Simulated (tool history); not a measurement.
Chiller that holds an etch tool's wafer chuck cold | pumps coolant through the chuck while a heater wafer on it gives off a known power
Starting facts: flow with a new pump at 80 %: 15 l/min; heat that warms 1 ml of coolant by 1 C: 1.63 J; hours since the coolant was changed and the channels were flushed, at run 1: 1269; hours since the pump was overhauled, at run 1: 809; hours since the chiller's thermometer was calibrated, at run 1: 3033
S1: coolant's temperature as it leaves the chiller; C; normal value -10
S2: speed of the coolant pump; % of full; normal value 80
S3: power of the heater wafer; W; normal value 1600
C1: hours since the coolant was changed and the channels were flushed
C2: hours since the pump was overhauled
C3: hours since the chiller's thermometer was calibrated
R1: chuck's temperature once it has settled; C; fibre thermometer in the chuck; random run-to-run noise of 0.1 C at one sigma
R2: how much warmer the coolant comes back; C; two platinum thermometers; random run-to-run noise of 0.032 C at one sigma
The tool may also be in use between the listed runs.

run	hour	S1	S2	S3	C1	C2	C3	R1	R2
1	0.0	-10	80	1600	1269	809	3033	1.6	3.98
2	16.5	-10	80	1205	1285	826	3049	-1.5	3.06
3	30.3	-10	80	1205	1299	840	3063	-1.4	2.98
4	63.1	-4	80	1600	1332	873	3096	7.7	4.02
5	84.8	-4	80	1600	1354	894	3117	7.5	4.02
6	112.3	-15	80	1600	1381	922	3145	-3.4	3.98
7	130.6	-10	68	1600	1399	940	3163	3.2	4.68
8	144.1	-10	80	1600	1413	954	3177	1.4	3.97
9	171.1	-10	84	1600	1440	981	3204	1.1	3.82
10	204.0	-10	80	1773	1473	1013	3237	2.7	4.47
11	234.9	-10	71	1773	1504	1044	3268	4.3	5.03
12	259.2	-10	71	1773	1528	1069	3292	4.4	5.03
13	282.8	-10	71	1773	1552	1092	3315	4.4	5.03
14	298.8	-10	80	1600	1568	1108	3331	1.5	4.02
15	312.5	-10	80	1600	1581	1122	3345	1.7	3.99
16	329.1	-10	80	1600	1598	1139	3362	1.6	4.04
17	350.5	-12	81	1155	1619	1160	3383	-3.6	2.86
18	379.2	-12	81	1155	1648	1189	3412	-3.8	2.88
19	397.6	-12	78	1306	1666	1207	3430	-2.3	3.40
20	425.6	-5	89	1289	1694	1235	3458	3.7	2.98
21	455.4	-12	61	1296	1724	1265	3488	0.0	4.32
22	470.2	-12	61	1296	1739	1280	3503	0.1	4.27
23	485.4	-14	80	1425	1754	1295	3518	-3.6	3.60
24	498.9	-14	81	1425	1768	1308	3532	-3.6	3.56
25	523.6	-14	81	1425	1792	1333	3556	-3.6	3.52
26	554.4	-19	67	1600	1823	1364	3587	-5.2	4.87
27	579.0	-19	67	1600	1848	1388	3612	-5.1	4.89
28	603.6	-20	86	1073	1872	1413	3636	-12.4	2.49
29	626.6	0	66	1164	1895	1436	3659	9.9	3.53
30	642.7	0	66	1164	1912	1452	3675	10.2	3.56
31	670.4	0	66	1164	1939	1480	3703	10.0	3.62

4 ways to go on from here, each from the tool as it stands after run 31. What would each give?
A	696.8	0	84	1676	1966	1506	3730	?	?
B	696.8	0	70	2335	1966	1506	3730	?	?
C	696.8	-10	79	1600	1966	1506	3730	?	?
D	696.8	-10	83	1600	1966	1506	3730	?	?

run	R1	R2
A	12.0	4.06
B	19.7	6.75
C	2.1	4.12
D	1.7	3.95
Without the tool's hidden state the same runs would have given:
run	R1	R2
A	10.9	3.92
B	17.8	6.52
C	1.0	3.98
D	0.6	3.81
